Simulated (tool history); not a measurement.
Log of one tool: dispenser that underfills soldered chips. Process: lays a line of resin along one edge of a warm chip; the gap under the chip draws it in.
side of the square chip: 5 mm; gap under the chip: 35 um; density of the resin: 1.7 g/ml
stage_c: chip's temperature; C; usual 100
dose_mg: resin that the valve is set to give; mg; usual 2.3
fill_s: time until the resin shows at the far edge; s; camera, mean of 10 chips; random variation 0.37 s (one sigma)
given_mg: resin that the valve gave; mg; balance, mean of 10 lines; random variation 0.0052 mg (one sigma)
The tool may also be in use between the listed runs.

Run 1, day 0: usual settings. Result: fill_s 25.2 s, given_mg 2.245 mg.
Run 2, day 0.246: usual settings but dose_mg 2.15 mg. Result: fill_s 21.9 s, given_mg 2.095 mg.
Run 3, day 0.4: usual settings. Result: fill_s 26.4 s, given_mg 2.231 mg.
Run 4, day 0.679: usual settings. Result: fill_s 23.8 s, given_mg 2.235 mg.
Run 5, day 1.004: usual settings. Result: fill_s 23.7 s, given_mg 2.221 mg.
Run 6, day 1.329: usual settings. Result: fill_s 23.4 s, given_mg 2.216 mg.
Run 7, day 1.575: usual settings. Result: fill_s 29.7 s, given_mg 2.298 mg.
Run 8, day 1.85: usual settings. Result: fill_s 27.6 s, given_mg 2.293 mg.
Run 9, day 2.096: usual settings. Result: fill_s 21.5 s, given_mg 2.282 mg.
Run 10, day 2.254: usual settings. Result: fill_s 26.8 s, given_mg 2.286 mg.
Run 11, day 2.575: usual settings. Result: fill_s 26.6 s, given_mg 2.282 mg.
Run 12, day 2.758: usual settings. Result: fill_s 20.7 s, given_mg 2.266 mg.
Run 13, day 3.021: usual settings. Result: fill_s 30.6 s, given_mg 2.265 mg.
Run 14, day 3.296: usual settings but stage_c 89 C. Result: fill_s 45.8 s, given_mg 2.255 mg.
Run 15, day 3.55: usual settings but stage_c 89 C. Result: fill_s 36.9 s, given_mg 2.247 mg.
Run 16, day 3.821: usual settings but stage_c 89 C. Result: fill_s 55.7 s, given_mg 2.25 mg.
Run 17, day 4.096: usual settings but stage_c 89 C. Result: fill_s 49.8 s, given_mg 2.233 mg.
Run 18, day 4.271: usual settings. Result: fill_s 22.7 s, given_mg 2.241 mg.
Run 19, day 4.4: usual settings but stage_c 95 C, dose_mg 2.7 mg. Result: fill_s 32.8 s, given_mg 2.614 mg.
Run 20, day 4.675: usual settings but dose_mg 2.08 mg. Result: fill_s 25.2 s, given_mg 2.007 mg.
Run 21, day 4.817: usual settings but stage_c 98 C. Result: fill_s 32 s, given_mg 2.219 mg.
Run 22, day 5.188: usual settings but stage_c 98 C. Result: fill_s 30.2 s, given_mg 2.297 mg.
Run 23, day 5.508: usual settings but stage_c 111 C, dose_mg 2.93 mg. Result: fill_s 15.9 s, given_mg 2.908 mg.
Run 24, day 5.696: usual settings but stage_c 99 C, dose_mg 2.23 mg. Result: fill_s 22.6 s, given_mg 2.203 mg.
Run 25, day 5.892: usual settings but stage_c 109 C, dose_mg 2.64 mg. Result: fill_s 18.9 s, given_mg 2.602 mg.
Run 26, day 6.104: usual settings but stage_c 109 C, dose_mg 2.64 mg. Result: fill_s 14.7 s, given_mg 2.613 mg.
Run 27, day 6.25: usual settings but stage_c 109 C, dose_mg 2.64 mg. Result: fill_s 18.6 s, given_mg 2.605 mg.
Run 28, day 6.571: usual settings but stage_c 109 C, dose_mg 2.64 mg. Result: fill_s 17 s, given_mg 2.597 mg.
Run 29, day 6.788: usual settings but stage_c 107 C, dose_mg 2.12 mg. Result: fill_s 16 s, given_mg 2.077 mg.
Run 30, day 7.033: usual settings but stage_c 102 C, dose_mg 2.18 mg. Result: fill_s 29 s, given_mg 2.135 mg.
Run 31, day 7.296: usual settings but stage_c 102 C, dose_mg 2.18 mg. Result: fill_s 25 s, given_mg 2.122 mg.
Run 32, day 7.608: usual settings but stage_c 102 C, dose_mg 2.18 mg. Result: fill_s 23.6 s, given_mg 2.12 mg.
Run 33, day 7.812: usual settings but stage_c 98 C. Result: fill_s 21.8 s, given_mg 2.234 mg.
Run 34, day 8.067: usual settings but dose_mg 2.42 mg. Result: fill_s 28.8 s, given_mg 2.347 mg.
Run 35, day 8.35: usual settings but stage_c 109 C, dose_mg 2.92 mg. Result: fill_s 17 s, given_mg 2.815 mg.
Run 36, day 8.708: usual settings but dose_mg 2.11 mg. Result: fill_s 25.3 s, given_mg 2.113 mg.

Taken out of this log: 27 entries between the listed runs. Where each belongs, and how the hidden state differs across it:
Between runs 1 and 2: new syringe of resin (day 0.229)
  resin's viscosity, % of fresh resin's: 119.4 -> 101.8; dose that the valve gives, % of what is set: 97.51 -> 97.25; true chip temperature over the reading, C: 0.01 -> 0.04
  measured less the result without the state, fill_s: +4.2 -> +0.5 s; given_mg: -0.058 -> -0.059 mg
Between runs 3 and 4: new syringe of resin (day 0.583)
  resin's viscosity, % of fresh resin's: 127.1 -> 115.6; dose that the valve gives, % of what is set: 97.08 -> 96.77; true chip temperature over the reading, C: 0.06 -> 0.1
  measured less the result without the state, fill_s: +5.7 -> +3.3 s; given_mg: -0.067 -> -0.074 mg
Between runs 4 and 5: new syringe of resin (day 0.938)
  resin's viscosity, % of fresh resin's: 115.6 -> 110.3; dose that the valve gives, % of what is set: 96.77 -> 96.45; true chip temperature over the reading, C: 0.1 -> 0.14
  measured less the result without the state, fill_s: +3.3 -> +2.1 s; given_mg: -0.074 -> -0.082 mg
Between runs 5 and 6: new syringe of resin (day 1.283)
  resin's viscosity, % of fresh resin's: 110.3 -> 107.3; dose that the valve gives, % of what is set: 96.45 -> 96.09; true chip temperature over the reading, C: 0.14 -> 0.18
  measured less the result without the state, fill_s: +2.1 -> +1.5 s; given_mg: -0.082 -> -0.089 mg
Between runs 6 and 7: dispensing valve cleaned and set on the balance (day 1.396)
  resin's viscosity, % of fresh resin's: 107.3 -> 144.2; dose that the valve gives, % of what is set: 96.09 -> 99.92; true chip temperature over the reading, C: 0.18 -> 0.21
  measured less the result without the state, fill_s: +1.5 -> +9 s; given_mg: -0.089 -> -0.002 mg
Between runs 7 and 8: new syringe of resin (day 1.692)
  resin's viscosity, % of fresh resin's: 144.2 -> 126.8; dose that the valve gives, % of what is set: 99.92 -> 99.64; true chip temperature over the reading, C: 0.21 -> 0.25
  measured less the result without the state, fill_s: +9 -> +5.5 s; given_mg: -0.002 -> -0.008 mg
Between runs 8 and 9: new syringe of resin (day 2.062)
  resin's viscosity, % of fresh resin's: 126.8 -> 105.8; dose that the valve gives, % of what is set: 99.64 -> 99.37; true chip temperature over the reading, C: 0.25 -> 0.28
  measured less the result without the state, fill_s: +5.5 -> +0.9 s; given_mg: -0.008 -> -0.015 mg
Between runs 10 and 11: new syringe of resin (day 2.412)
  resin's viscosity, % of fresh resin's: 132.5 -> 128.1; dose that the valve gives, % of what is set: 99.2 -> 98.88; true chip temperature over the reading, C: 0.3 -> 0.34
  measured less the result without the state, fill_s: +6.4 -> +5.5 s; given_mg: -0.018 -> -0.026 mg
Between runs 11 and 12: new syringe of resin (day 2.758)
  resin's viscosity, % of fresh resin's: 128.1 -> 100.7; dose that the valve gives, % of what is set: 98.88 -> 98.67; true chip temperature over the reading, C: 0.34 -> 0.37
  measured less the result without the state, fill_s: +5.5 -> -0.2 s; given_mg: -0.026 -> -0.031 mg
Between runs 13 and 14: new syringe of resin (day 3.121)
  resin's viscosity, % of fresh resin's: 146.6 -> 129.3; dose that the valve gives, % of what is set: 98.4 -> 98.11; true chip temperature over the reading, C: 0.4 -> 0.43
  measured less the result without the state, fill_s: +9.4 -> +9.7 s; given_mg: -0.037 -> -0.043 mg
Between runs 14 and 15: new syringe of resin (day 3.488)
  resin's viscosity, % of fresh resin's: 129.3 -> 107.8; dose that the valve gives, % of what is set: 98.11 -> 97.86; true chip temperature over the reading, C: 0.43 -> 0.46
  measured less the result without the state, fill_s: +9.7 -> +2 s; given_mg: -0.043 -> -0.049 mg
Between runs 16 and 17: new syringe of resin (day 3.85)
  resin's viscosity, % of fresh resin's: 159.2 -> 142.8; dose that the valve gives, % of what is set: 97.56 -> 97.28; true chip temperature over the reading, C: 0.5 -> 0.53
  measured less the result without the state, fill_s: +20 -> +14.1 s; given_mg: -0.056 -> -0.062 mg
Between runs 17 and 18: new syringe of resin (day 4.212)
  resin's viscosity, % of fresh resin's: 142.8 -> 108.5; dose that the valve gives, % of what is set: 97.28 -> 97.09; true chip temperature over the reading, C: 0.53 -> 0.55
  measured less the result without the state, fill_s: +14.1 -> +1.4 s; given_mg: -0.062 -> -0.068 mg
Between runs 19 and 20: new syringe of resin (day 4.562)
  resin's viscosity, % of fresh resin's: 130.7 -> 117.1; dose that the valve gives, % of what is set: 96.95 -> 96.66; true chip temperature over the reading, C: 0.57 -> 0.61
  measured less the result without the state, fill_s: +7.1 -> +3.2 s; given_mg: -0.082 -> -0.069 mg
Between runs 21 and 22: new syringe of resin (day 4.929); dispensing valve cleaned and set on the balance (day 4.996)
  resin's viscosity, % of fresh resin's: 144.2 -> 134.6; dose that the valve gives, % of what is set: 96.5 -> 99.73; true chip temperature over the reading, C: 0.63 -> 0.67
  measured less the result without the state, fill_s: +9.4 -> +7.1 s; given_mg: -0.081 -> -0.006 mg
Between runs 22 and 23: new syringe of resin (day 5.321)
  resin's viscosity, % of fresh resin's: 134.6 -> 131.4; dose that the valve gives, % of what is set: 99.73 -> 99.38; true chip temperature over the reading, C: 0.67 -> 0.71
  measured less the result without the state, fill_s: +7.1 -> +3.5 s; given_mg: -0.006 -> -0.018 mg
Between runs 23 and 24: new syringe of resin (day 5.667)
  resin's viscosity, % of fresh resin's: 131.4 -> 104.4; dose that the valve gives, % of what is set: 99.38 -> 99.19; true chip temperature over the reading, C: 0.71 -> 0.74
  measured less the result without the state, fill_s: +3.5 -> +0.3 s; given_mg: -0.018 -> -0.018 mg
Between runs 25 and 26: new syringe of resin (day 6.038)
  resin's viscosity, % of fresh resin's: 138.3 -> 111.4; dose that the valve gives, % of what is set: 98.97 -> 98.76; true chip temperature over the reading, C: 0.76 -> 0.79
  measured less the result without the state, fill_s: +4.7 -> +1 s; given_mg: -0.027 -> -0.033 mg
Between runs 27 and 28: new syringe of resin (day 6.396)
  resin's viscosity, % of fresh resin's: 137.6 -> 128.4; dose that the valve gives, % of what is set: 98.62 -> 98.29; true chip temperature over the reading, C: 0.81 -> 0.85
  measured less the result without the state, fill_s: +4.6 -> +3.3 s; given_mg: -0.036 -> -0.046 mg
Between runs 28 and 29: new syringe of resin (day 6.746)
  resin's viscosity, % of fresh resin's: 128.4 -> 107.2; dose that the valve gives, % of what is set: 98.29 -> 98.06; true chip temperature over the reading, C: 0.85 -> 0.88
  measured less the result without the state, fill_s: +3.3 -> +0.6 s; given_mg: -0.046 -> -0.041 mg
Between runs 30 and 31: new syringe of resin (day 7.104)
  resin's viscosity, % of fresh resin's: 152.4 -> 132.3; dose that the valve gives, % of what is set: 97.81 -> 97.55; true chip temperature over the reading, C: 0.91 -> 0.94
  measured less the result without the state, fill_s: +9.1 -> +5.3 s; given_mg: -0.048 -> -0.053 mg
Between runs 31 and 32: new syringe of resin (day 7.462)
  resin's viscosity, % of fresh resin's: 132.3 -> 125.1; dose that the valve gives, % of what is set: 97.55 -> 97.26; true chip temperature over the reading, C: 0.94 -> 0.98
  measured less the result without the state, fill_s: +5.3 -> +4 s; given_mg: -0.053 -> -0.06 mg
Between runs 32 and 33: new syringe of resin (day 7.812)
  resin's viscosity, % of fresh resin's: 125.1 -> 99.6; dose that the valve gives, % of what is set: 97.26 -> 97.06; true chip temperature over the reading, C: 0.98 -> 1
  measured less the result without the state, fill_s: +4 -> -1.1 s; given_mg: -0.06 -> -0.067 mg
Between runs 34 and 35: new syringe of resin (day 8.162)
  resin's viscosity, % of fresh resin's: 143.5 -> 130; dose that the valve gives, % of what is set: 96.81 -> 96.52; true chip temperature over the reading, C: 1.03 -> 1.07
  measured less the result without the state, fill_s: +7.8 -> +3.3 s; given_mg: -0.078 -> -0.101 mg
Between runs 35 and 36: new syringe of resin (day 8.521); dispensing valve cleaned and set on the balance (day 8.592)
  resin's viscosity, % of fresh resin's: 130 -> 123.6; dose that the valve gives, % of what is set: 96.52 -> 100.29; true chip temperature over the reading, C: 1.07 -> 1.11
  measured less the result without the state, fill_s: +3.3 -> +3.7 s; given_mg: -0.101 -> +0.006 mg
